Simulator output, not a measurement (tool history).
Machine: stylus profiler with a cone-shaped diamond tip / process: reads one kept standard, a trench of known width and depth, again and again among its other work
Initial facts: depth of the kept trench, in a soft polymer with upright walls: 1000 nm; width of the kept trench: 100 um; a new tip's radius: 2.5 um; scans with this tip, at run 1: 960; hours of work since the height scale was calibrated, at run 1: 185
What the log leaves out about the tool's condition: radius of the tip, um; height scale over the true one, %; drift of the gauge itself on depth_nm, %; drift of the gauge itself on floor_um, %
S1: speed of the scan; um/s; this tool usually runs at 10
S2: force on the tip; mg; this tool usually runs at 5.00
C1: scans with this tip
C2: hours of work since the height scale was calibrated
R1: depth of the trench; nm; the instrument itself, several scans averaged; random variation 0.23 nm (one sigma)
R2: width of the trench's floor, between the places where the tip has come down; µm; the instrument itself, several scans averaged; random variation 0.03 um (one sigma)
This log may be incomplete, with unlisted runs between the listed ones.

run	day	S1	S2	C1	C2	R1	R2
1	0.000	10	5.00	960	185	1024.53	95.81
2	0.746	10	5.00	1000	193	1024.67	95.81
3	1.458	10	5.00	1038	200	1024.47	95.72
4	1.792	35	5.00	1056	204	1024.30	95.77
5	2.479	35	5.00	1093	211	1024.58	95.77
6	2.808	35	5.00	1111	214	1024.76	95.75
7	3.258	35	5.00	1135	219	1024.37	95.78
8	3.992	35	5.00	1174	227	1024.10	95.73
9	4.454	35	5.00	1199	231	1024.23	95.75
10	5.175	35	5.00	1238	239	1024.26	95.77
11	5.579	35	4.79	1259	243	1023.87	95.71
12	6.050	35	4.79	1285	248	1023.49	95.75
13	6.650	35	4.79	1317	254	1023.62	95.72
14	7.325	10	3.41	1353	261	1018.63	95.71
15	7.908	10	3.41	1384	267	1018.60	95.73
16	8.312	10	5.00	1406	271	1024.32	95.81
17	8.717	10	5.00	1428	275	1024.65	95.76
18	9.212	10	5.00	1454	281	1024.25	95.71
19	9.829	10	5.00	1487	287	1024.60	95.71
20	10.529	10	5.00	1525	294	1024.35	95.69
21	10.896	10	5.00	1545	298	1023.76	95.74
22	11.346	10	5.00	1569	303	1024.04	95.76
23	11.996	17	5.00	1603	309	1024.29	95.69
24	12.692	22	5.00	1641	317	1024.35	95.72
25	13.075	22	5.00	1661	321	1023.77	95.67
26	13.475	21	2.29	1683	325	1013.82	95.70
27	13.921	4	4.41	1707	329	1021.41	95.69
28	14.317	12	2.33	1728	333	1013.69	95.65
29	14.750	12	2.33	1751	338	1013.40	95.72
30	15.446	12	1.85	1788	345	1011.41	95.70
31	15.996	12	1.85	1818	351	1011.28	95.67
32	16.475	13	12.40	1844	356	1045.26	95.71
33	17.012	13	12.40	1873	361	1045.53	95.69
34	17.458	33	11.92	1896	366	1043.90	95.69
35	18.021	5	14.65	1926	372	1050.59	95.74
36	18.488	5	14.65	1952	377	1050.83	95.65
37	19.075	5	10.12	1983	383	1039.63	95.66
38	19.529	5	10.12	2008	387	1039.36	95.68
39	19.838	35	5.79	2024	391	1026.68	95.64
40	20.367	35	5.79	2052	396	1026.87	95.60
41	20.900	2	3.08	2081	401	1016.39	95.68
42	21.588	2	3.08	2118	409	1016.44	95.65
43	22.292	3	5.00	2156	416	1023.73	95.60
44	23.021	2	6.46	2195	423	1028.30	95.63
45	23.450	4	5.00	2218	428	1023.47	95.65
46	23.825	5	5.00	2238	432	1022.99	95.67

Below are 5 alternative next runs, each starting from the tool's condition after run 46. Predict each:
A	24.346	4	13.60	2266	437	?	?
B	24.346	5	3.31	2266	437	?	?
C	24.346	19	1.68	2266	437	?	?
D	24.346	38	5.00	2266	437	?	?
E	24.346	3	13.67	2266	437	?	?

run	R1	R2
A	1047.99	95.68
B	1016.89	95.71
C	1010.21	95.62
D	1023.61	95.62
E	1048.00	95.62
Had the tool no hidden state, the same runs would have come out as:
run	R1	R2
A	1050.12	96.03
B	1018.96	96.06
C	1012.26	95.97
D	1025.70	95.97
E	1050.13	95.97

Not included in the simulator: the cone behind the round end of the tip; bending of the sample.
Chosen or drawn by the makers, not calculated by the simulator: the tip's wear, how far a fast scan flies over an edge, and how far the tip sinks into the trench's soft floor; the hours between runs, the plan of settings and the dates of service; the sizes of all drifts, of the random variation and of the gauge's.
